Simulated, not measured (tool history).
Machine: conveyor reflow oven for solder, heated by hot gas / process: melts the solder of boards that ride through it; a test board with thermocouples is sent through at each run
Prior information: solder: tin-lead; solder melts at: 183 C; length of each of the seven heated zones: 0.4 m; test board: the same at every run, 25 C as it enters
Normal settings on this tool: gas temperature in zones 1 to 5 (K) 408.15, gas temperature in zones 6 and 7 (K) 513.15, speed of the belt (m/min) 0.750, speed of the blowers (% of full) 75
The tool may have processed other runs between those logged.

run,day,gas temperature in zones 1 to 5 (K),gas temperature in zones 6 and 7 (K),speed of the belt (m/min),speed of the blowers (% of full),highest temperature of the board (K),time above the solder's melting point (s)
1,0.000,408.15,513.15,0.750,75,497.25,51.7
2,1.312,408.15,513.15,0.688,75,499.25,58.1
3,2.354,408.15,511.15,0.750,75,495.65,50.6
4,4.000,408.15,511.15,0.750,75,494.85,50.5
5,6.167,408.15,511.15,0.750,75,495.05,50.8
6,7.238,408.15,513.15,0.750,75,496.35,51.9
7,9.238,408.15,513.15,0.750,75,495.85,50.9
8,10.112,408.15,513.15,0.750,75,496.75,51.8
9,11.183,408.15,513.15,0.750,75,496.85,51.7
10,12.538,408.15,513.15,0.750,66,493.85,49.3
# day 12.888: flux residue cleaned out of gas plates and filters
11,14.317,408.15,513.15,0.750,75,492.85,49.8
12,15.975,408.15,513.15,0.750,75,493.25,49.5
13,17.612,408.15,513.15,0.750,75,493.35,49.3
14,19.350,400.15,513.15,0.750,75,491.75,46.2
15,21.179,400.15,513.15,0.750,75,491.45,45.7
16,22.571,403.15,505.15,0.875,73,478.55,30.0
# day 23.775: flux residue cleaned out of gas plates and filters, once more
17,24.271,418.15,505.15,0.842,73,489.25,44.8
18,25.396,418.15,505.15,0.842,73,489.35,44.7
19,26.350,408.15,513.15,0.612,72,502.75,68.7
20,27.908,417.15,512.15,0.867,51,487.05,40.3
21,29.500,417.15,512.15,0.867,51,486.75,40.6
22,31.088,403.15,520.15,0.850,78,499.15,45.8
23,32.854,403.15,526.15,0.776,78,507.75,54.4
24,33.992,408.15,506.15,0.869,85,488.25,40.4
25,36.100,408.15,506.15,0.869,85,487.45,40.6
26,37.871,408.15,513.15,0.750,79,497.05,53.1
27,38.875,408.15,513.15,0.750,79,496.95,52.8
28,40.517,408.15,513.15,0.750,79,497.65,52.5
29,41.425,420.15,527.15,0.750,81,512.05,62.8

What if the next run were any one of these 5? Each begins from the tool's condition after run 29:
# day 43.400: belt drive overhauled, speed set with a stopwatch
A,43.408,408.15,521.15,0.898,53,?,?
# day 43.400: belt drive overhauled, speed set with a stopwatch
B,43.408,408.15,517.15,0.780,75,?,?
# day 43.400: belt drive overhauled, speed set with a stopwatch
C,43.408,408.15,513.15,0.640,75,?,?
# day 43.400: belt drive overhauled, speed set with a stopwatch
D,43.408,408.15,526.15,0.772,67,?,?
# day 43.400: belt drive overhauled, speed set with a stopwatch
E,43.408,402.15,513.15,0.750,74,?,?

run,highest temperature of the board (K),time above the solder's melting point (s)
A,488.45,37.0
B,497.45,49.3
C,499.95,62.8
D,504.25,52.5
E,493.75,47.7
Without the tool's unlogged condition, the same runs would have read:
run,highest temperature of the board (K),time above the solder's melting point (s)
A,492.65,39.8
B,501.65,51.7
C,503.65,65.0
D,508.55,54.5
E,497.95,50.4

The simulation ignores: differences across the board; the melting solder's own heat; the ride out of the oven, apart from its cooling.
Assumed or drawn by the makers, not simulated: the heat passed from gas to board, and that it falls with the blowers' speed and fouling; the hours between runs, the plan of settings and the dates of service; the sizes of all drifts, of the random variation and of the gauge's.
